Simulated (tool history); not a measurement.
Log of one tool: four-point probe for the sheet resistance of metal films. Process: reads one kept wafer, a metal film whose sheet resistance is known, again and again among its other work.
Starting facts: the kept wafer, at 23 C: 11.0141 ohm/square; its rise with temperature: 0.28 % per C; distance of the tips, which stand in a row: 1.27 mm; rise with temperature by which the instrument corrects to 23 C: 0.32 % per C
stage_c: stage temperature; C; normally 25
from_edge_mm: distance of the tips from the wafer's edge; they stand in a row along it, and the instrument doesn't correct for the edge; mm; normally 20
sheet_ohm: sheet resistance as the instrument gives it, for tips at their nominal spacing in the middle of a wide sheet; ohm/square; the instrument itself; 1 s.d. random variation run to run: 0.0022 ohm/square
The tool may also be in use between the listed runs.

run	hour	stage_c	from_edge_mm	sheet_ohm
1	0	25	20	11.071954
2	27	25	9	11.166373
3	65.1	25	9	11.170959
4	100.1	19	20	11.107594
5	128.3	21	20	11.094241
6	150.9	21	20	11.099135
7	186.7	19	20	11.10421
8	221.8	25	20	11.085353
9	259.9	25	20	11.086719
10	296.7	25	20	11.088227
11	327	19	20	11.112085
12	361	19	20	11.113377
13	390.8	19	20	11.113824
14	414.3	19	20	11.117044
15	447	19	20	11.121157
16	485.5	19	20	11.117512
17	512.1	32	8	11.193056
18	550.3	32	8	11.186402
19	571.8	31	37	11.053645
20	602	19	11	11.176848
21	632.3	19	11	11.180862
22	652.9	19	3	12.071263
23	668.8	25	6	11.338055
24	703.4	25	6	11.340149
25	742.1	34	16	11.08311
26	767.6	31	4	11.623861

Each row is a separate what-if for the run after 26, all from the same tool condition, not one after another. Results?
A	802.2	24	10	?
B	802.2	21	50	?
C	802.2	25	35	?

run	sheet_ohm
A	11.184874
B	11.106153
C	11.092332
With no hidden state in the tool, these same runs would have given:
run	sheet_ohm
A	11.107851
B	11.02967
C	11.015879
